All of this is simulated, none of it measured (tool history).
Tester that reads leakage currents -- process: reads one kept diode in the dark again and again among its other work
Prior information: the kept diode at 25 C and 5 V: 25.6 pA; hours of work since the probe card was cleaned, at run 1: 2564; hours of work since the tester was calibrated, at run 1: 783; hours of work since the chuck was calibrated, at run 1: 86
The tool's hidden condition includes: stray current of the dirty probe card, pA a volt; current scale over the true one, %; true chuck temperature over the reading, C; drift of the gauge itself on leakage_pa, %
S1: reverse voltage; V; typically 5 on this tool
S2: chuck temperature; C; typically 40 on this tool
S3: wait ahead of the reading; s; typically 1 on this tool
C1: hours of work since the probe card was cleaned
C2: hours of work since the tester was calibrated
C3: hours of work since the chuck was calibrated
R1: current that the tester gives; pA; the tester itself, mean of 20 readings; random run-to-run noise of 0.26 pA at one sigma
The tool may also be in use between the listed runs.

{"run": 1, "hour": 0.0, "S1": 5, "S2": 40, "S3": 1, "C1": 2564, "C2": 783, "C3": 86, "R1": 89.65}
{"run": 2, "hour": 39.4, "S1": 5, "S2": 40, "S3": 1, "C1": 2585, "C2": 803, "C3": 107, "R1": 89.74}
{"run": 3, "hour": 65.8, "S1": 5, "S2": 40, "S3": 1, "C1": 2599, "C2": 817, "C3": 121, "R1": 90.18}
{"run": 4, "hour": 115.3, "S1": 5, "S2": 37, "S3": 1, "C1": 2625, "C2": 844, "C3": 147, "R1": 73.02}
{"run": 5, "hour": 155.9, "S1": 5, "S2": 37, "S3": 1, "C1": 2647, "C2": 865, "C3": 168, "R1": 72.57}
{"run": 6, "hour": 207.0, "S1": 5, "S2": 40, "S3": 7.84, "C1": 2674, "C2": 892, "C3": 196, "R1": 89.86}
{"run": 7, "hour": 240.8, "S1": 5, "S2": 40, "S3": 7.84, "C1": 2692, "C2": 910, "C3": 213, "R1": 90.24}
{"run": 8, "hour": 285.2, "S1": 5, "S2": 40, "S3": 7.84, "C1": 2715, "C2": 934, "C3": 237, "R1": 90.47}
{"run": 9, "hour": 331.0, "S1": 5, "S2": 40, "S3": 7.84, "C1": 2739, "C2": 958, "C3": 261, "R1": 90.63}
{"run": 10, "hour": 360.8, "S1": 5, "S2": 40, "S3": 1.22, "C1": 2755, "C2": 974, "C3": 277, "R1": 92.14}
{"run": 11, "hour": 413.2, "S1": 5, "S2": 40, "S3": 1.97, "C1": 2783, "C2": 1002, "C3": 305, "R1": 92.52}
{"run": 12, "hour": 460.9, "S1": 5, "S2": 27, "S3": 1, "C1": 2808, "C2": 1027, "C3": 330, "R1": 36.65}
{"run": 13, "hour": 510.6, "S1": 5, "S2": 27, "S3": 1, "C1": 2835, "C2": 1053, "C3": 356, "R1": 36.75}
{"run": 14, "hour": 539.4, "S1": 5, "S2": 27, "S3": 1, "C1": 2850, "C2": 1069, "C3": 372, "R1": 36.74}
{"run": 15, "hour": 564.7, "S1": 5, "S2": 27, "S3": 1, "C1": 2863, "C2": 1082, "C3": 385, "R1": 37.04}
{"run": 16, "hour": 618.8, "S1": 4.34, "S2": 44, "S3": 4.98, "C1": 2892, "C2": 1111, "C3": 414, "R1": 115.44}
{"run": 17, "hour": 661.1, "S1": 5, "S2": 36, "S3": 3.74, "C1": 2914, "C2": 1133, "C3": 436, "R1": 70.12}
{"run": 18, "hour": 709.8, "S1": 5, "S2": 36, "S3": 3.74, "C1": 2940, "C2": 1159, "C3": 462, "R1": 70.68}
{"run": 19, "hour": 764.2, "S1": 5, "S2": 36, "S3": 3.74, "C1": 2969, "C2": 1188, "C3": 491, "R1": 70.91}

Consider 3 possible next runs. They are alternatives, not a sequence: every one starts from the tool as it was left by run 19. What does each give?
{"run": "A", "hour": 816.9, "S1": 5, "S2": 37, "S3": 3.74, "C1": 2997, "C2": 1216, "C3": 519, "R1": "?"}
{"run": "B", "hour": 816.9, "S1": 11.58, "S2": 50, "S3": 0.47, "C1": 2997, "C2": 1216, "C3": 519, "R1": "?"}
{"run": "C", "hour": 816.9, "S1": 3.06, "S2": 26, "S3": 5.92, "C1": 2997, "C2": 1216, "C3": 519, "R1": "?"}

run=A R1=77.13
run=B R1=302.31
run=C R1=25.9
Without the tool's hidden state the same runs would have given:
run=A R1=67.82
run=B R1=273.24
run=C R1=21.74
